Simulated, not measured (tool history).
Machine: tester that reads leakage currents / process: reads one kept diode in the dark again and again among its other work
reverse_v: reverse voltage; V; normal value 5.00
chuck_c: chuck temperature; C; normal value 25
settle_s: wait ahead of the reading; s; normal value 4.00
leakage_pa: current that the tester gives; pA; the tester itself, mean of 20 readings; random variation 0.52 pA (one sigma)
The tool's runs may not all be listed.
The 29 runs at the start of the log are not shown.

run,hour,reverse_v,chuck_c,settle_s,hours of work since the probe card was cleaned,hours of work since the tester was calibrated,hours of work since the chuck was calibrated,leakage_pa
30,1565.0,2.29,29,2.38,1242,2988,1531,151.43
31,1624.4,2.29,29,2.38,1282,3028,1572,151.79
32,1705.2,5.00,25,0.93,1338,3084,1627,175.05
33,1781.5,8.79,27,9.01,1390,3136,1680,279.02
34,1831.9,5.84,36,0.42,1425,3171,1714,441.31
35,1876.1,5.00,35,0.57,1455,3201,1745,374.20
36,1949.7,1.39,25,1.16,1506,3252,1795,83.85
# hour 1975.1: chuck's temperature calibrated
37,1987.7,1.05,28,4.35,1530,3276,9,90.01
38,2025.0,1.05,28,4.35,1556,3302,34,90.18
39,2076.5,1.48,25,8.69,1591,3337,70,86.61

Branching from run 39: 4 alternative next runs. What would each branch give?
A,2130.2,1.48,56,8.69,1628,3374,106,?
B,2130.2,16.47,28,1.54,1628,3374,106,?
C,2130.2,1.48,25,6.60,1628,3374,106,?
D,2130.2,1.48,25,3.79,1628,3374,106,?

run,leakage_pa
A,795.17
B,436.62
C,86.49
D,86.52
With the hidden condition removed and each run's random variation left untouched, the same runs would have given:
run,leakage_pa
A,795.55
B,436.31
C,86.49
D,86.52
